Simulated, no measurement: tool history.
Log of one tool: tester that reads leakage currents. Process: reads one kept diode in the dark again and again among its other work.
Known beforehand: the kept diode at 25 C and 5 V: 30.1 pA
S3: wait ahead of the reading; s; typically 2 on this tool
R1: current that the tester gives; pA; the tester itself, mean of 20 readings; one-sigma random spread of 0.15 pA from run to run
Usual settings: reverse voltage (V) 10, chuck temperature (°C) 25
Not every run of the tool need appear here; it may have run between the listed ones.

{"run": 1, "hour": 0.0, "reverse voltage (V)": 10, "chuck temperature (°C)": 25, "S3": 2, "R1": 57.41}
{"run": 2, "hour": 40.4, "reverse voltage (V)": 10, "chuck temperature (°C)": 25, "S3": 2, "R1": 57.61}
{"run": 3, "hour": 61.4, "reverse voltage (V)": 10, "chuck temperature (°C)": 25, "S3": 1.04, "R1": 58.59}
{"run": 4, "hour": 87.4, "reverse voltage (V)": 10, "chuck temperature (°C)": 25, "S3": 2, "R1": 58}
{"run": 5, "hour": 129.6, "reverse voltage (V)": 3.2, "chuck temperature (°C)": 25, "S3": 2, "R1": 29.09}
{"run": 6, "hour": 149.8, "reverse voltage (V)": 3.2, "chuck temperature (°C)": 25, "S3": 2, "R1": 29.3}
{"run": 7, "hour": 182.8, "reverse voltage (V)": 10, "chuck temperature (°C)": 25, "S3": 2, "R1": 58.68}
{"run": 8, "hour": 204.1, "reverse voltage (V)": 1.6, "chuck temperature (°C)": 25, "S3": 2, "R1": 19.45}
{"run": 9, "hour": 230.2, "reverse voltage (V)": 1.6, "chuck temperature (°C)": 25, "S3": 2, "R1": 19.72}
{"run": 10, "hour": 271.1, "reverse voltage (V)": 10, "chuck temperature (°C)": 25, "S3": 0.45, "R1": 62.4}
{"run": 11, "hour": 303.7, "reverse voltage (V)": 10, "chuck temperature (°C)": 25, "S3": 0.45, "R1": 62.96}
{"run": 12, "hour": 330.1, "reverse voltage (V)": 10, "chuck temperature (°C)": 25, "S3": 0.45, "R1": 62.79}
{"run": 13, "hour": 353.7, "reverse voltage (V)": 10, "chuck temperature (°C)": 25, "S3": 0.45, "R1": 63.09}
{"run": 14, "hour": 382.4, "reverse voltage (V)": 10, "chuck temperature (°C)": 25, "S3": 0.45, "R1": 63.27}
{"run": 15, "hour": 414.0, "reverse voltage (V)": 10, "chuck temperature (°C)": 25, "S3": 0.45, "R1": 63.91}
{"run": 16, "hour": 436.4, "reverse voltage (V)": 10, "chuck temperature (°C)": 25, "S3": 0.45, "R1": 63.84}
{"run": 17, "hour": 470.8, "reverse voltage (V)": 10, "chuck temperature (°C)": 25, "S3": 0.45, "R1": 64.13}
{"run": 18, "hour": 490.9, "reverse voltage (V)": 3, "chuck temperature (°C)": 53, "S3": 3.17, "R1": 275.33}
{"run": 19, "hour": 514.9, "reverse voltage (V)": 5.6, "chuck temperature (°C)": 32, "S3": 2, "R1": 75.29}
{"run": 20, "hour": 536.4, "reverse voltage (V)": 5.6, "chuck temperature (°C)": 32, "S3": 2, "R1": 75.84}
{"run": 21, "hour": 566.7, "reverse voltage (V)": 12.7, "chuck temperature (°C)": 41, "S3": 0.71, "R1": 253.14}
{"run": 22, "hour": 586.7, "reverse voltage (V)": 12.7, "chuck temperature (°C)": 41, "S3": 0.71, "R1": 254.26}
{"run": 23, "hour": 627.5, "reverse voltage (V)": 10, "chuck temperature (°C)": 55, "S3": 7.69, "R1": 638.67}
{"run": 24, "hour": 655.0, "reverse voltage (V)": 1.6, "chuck temperature (°C)": 25, "S3": 2, "R1": 20.33}
{"run": 25, "hour": 674.4, "reverse voltage (V)": 1.6, "chuck temperature (°C)": 25, "S3": 2, "R1": 20.31}
{"run": 26, "hour": 707.2, "reverse voltage (V)": 1.6, "chuck temperature (°C)": 25, "S3": 2, "R1": 17.45}
{"run": 27, "hour": 732.2, "reverse voltage (V)": 1.7, "chuck temperature (°C)": 25, "S3": 2, "R1": 18.32}
{"run": 28, "hour": 764.3, "reverse voltage (V)": 5.3, "chuck temperature (°C)": 51, "S3": 2, "R1": 291.63}
{"run": 29, "hour": 800.1, "reverse voltage (V)": 4.7, "chuck temperature (°C)": 21, "S3": 2, "R1": 25.19}
{"run": 30, "hour": 834.5, "reverse voltage (V)": 4.7, "chuck temperature (°C)": 21, "S3": 2, "R1": 25.31}

Removed from this log: 1 entry logged between the listed runs. Between which two listed runs does each belong, and how does the tool's hidden state at the listed run before it compare with that at the listed run after it?
Run 25 -> run 26: chuck's temperature calibrated (hour 693.6)
  stray current of the dirty probe card, pA a volt: 0.862 -> 0.875; current scale over the true one, %: 0.24 -> 0.25; true chuck temperature over the reading, C: 1.89 -> 0.13
  measured minus no-state result, R1: +4.38 -> +1.6 pA

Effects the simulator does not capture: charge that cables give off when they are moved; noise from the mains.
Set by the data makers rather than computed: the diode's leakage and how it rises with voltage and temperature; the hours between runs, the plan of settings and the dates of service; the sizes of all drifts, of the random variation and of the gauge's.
